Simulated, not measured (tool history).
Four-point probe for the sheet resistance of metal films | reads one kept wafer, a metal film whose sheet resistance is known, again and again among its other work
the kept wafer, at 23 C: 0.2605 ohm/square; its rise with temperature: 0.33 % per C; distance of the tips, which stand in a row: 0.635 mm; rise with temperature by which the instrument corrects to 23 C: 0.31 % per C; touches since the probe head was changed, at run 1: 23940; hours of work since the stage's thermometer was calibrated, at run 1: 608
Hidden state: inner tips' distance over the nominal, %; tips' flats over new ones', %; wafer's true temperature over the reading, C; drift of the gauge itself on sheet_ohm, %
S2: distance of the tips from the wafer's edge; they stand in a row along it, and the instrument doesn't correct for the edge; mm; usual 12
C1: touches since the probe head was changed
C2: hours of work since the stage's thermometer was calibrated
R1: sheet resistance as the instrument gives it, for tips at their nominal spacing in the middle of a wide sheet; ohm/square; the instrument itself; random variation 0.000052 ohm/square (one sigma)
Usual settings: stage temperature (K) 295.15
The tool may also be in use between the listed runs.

{"run": 1, "hour": 0.0, "stage temperature (K)": 295.15, "S2": 12, "C1": 23940, "C2": 608, "R1": 0.260793}
{"run": 2, "hour": 20.0, "stage temperature (K)": 293.15, "S2": 12, "C1": 24760, "C2": 622, "R1": 0.260636}
{"run": 3, "hour": 42.6, "stage temperature (K)": 295.15, "S2": 12, "C1": 25690, "C2": 637, "R1": 0.260908}
{"run": 4, "hour": 76.6, "stage temperature (K)": 295.15, "S2": 12, "C1": 27087, "C2": 661, "R1": 0.260722}
{"run": 5, "hour": 94.7, "stage temperature (K)": 295.15, "S2": 12, "C1": 27828, "C2": 673, "R1": 0.260915}
{"run": 6, "hour": 123.4, "stage temperature (K)": 307.15, "S2": 12, "C1": 29006, "C2": 693, "R1": 0.261655}
{"run": 7, "hour": 154.9, "stage temperature (K)": 303.15, "S2": 12, "C1": 30299, "C2": 715, "R1": 0.261276}
{"run": 8, "hour": 180.1, "stage temperature (K)": 292.15, "S2": 24, "C1": 31335, "C2": 732, "R1": 0.260314}
{"run": 9, "hour": 202.2, "stage temperature (K)": 306.15, "S2": 3, "C1": 32239, "C2": 747, "R1": 0.26731}
{"run": 10, "hour": 222.7, "stage temperature (K)": 306.15, "S2": 3, "C1": 33080, "C2": 761, "R1": 0.26738}

Forecast each of these 5 alternatives for the next run:
{"run": "A", "hour": 245.5, "stage temperature (K)": 304.15, "S2": 12, "C1": 34019, "C2": 777, "R1": "?"}
{"run": "B", "hour": 245.5, "stage temperature (K)": 295.15, "S2": 50, "C1": 34019, "C2": 777, "R1": "?"}
{"run": "C", "hour": 245.5, "stage temperature (K)": 295.15, "S2": 11, "C1": 34019, "C2": 777, "R1": "?"}
{"run": "D", "hour": 245.5, "stage temperature (K)": 300.15, "S2": 24, "C1": 34019, "C2": 777, "R1": "?"}
{"run": "E", "hour": 245.5, "stage temperature (K)": 308.15, "S2": 3, "C1": 34019, "C2": 777, "R1": "?"}

run=A R1=0.261429
run=B R1=0.260429
run=C R1=0.26088
run=D R1=0.26075
run=E R1=0.267435
Without the tool's hidden state the same runs would have given:
run=A R1=0.261435
run=B R1=0.260435
run=C R1=0.260886
run=D R1=0.260756
run=E R1=0.267441
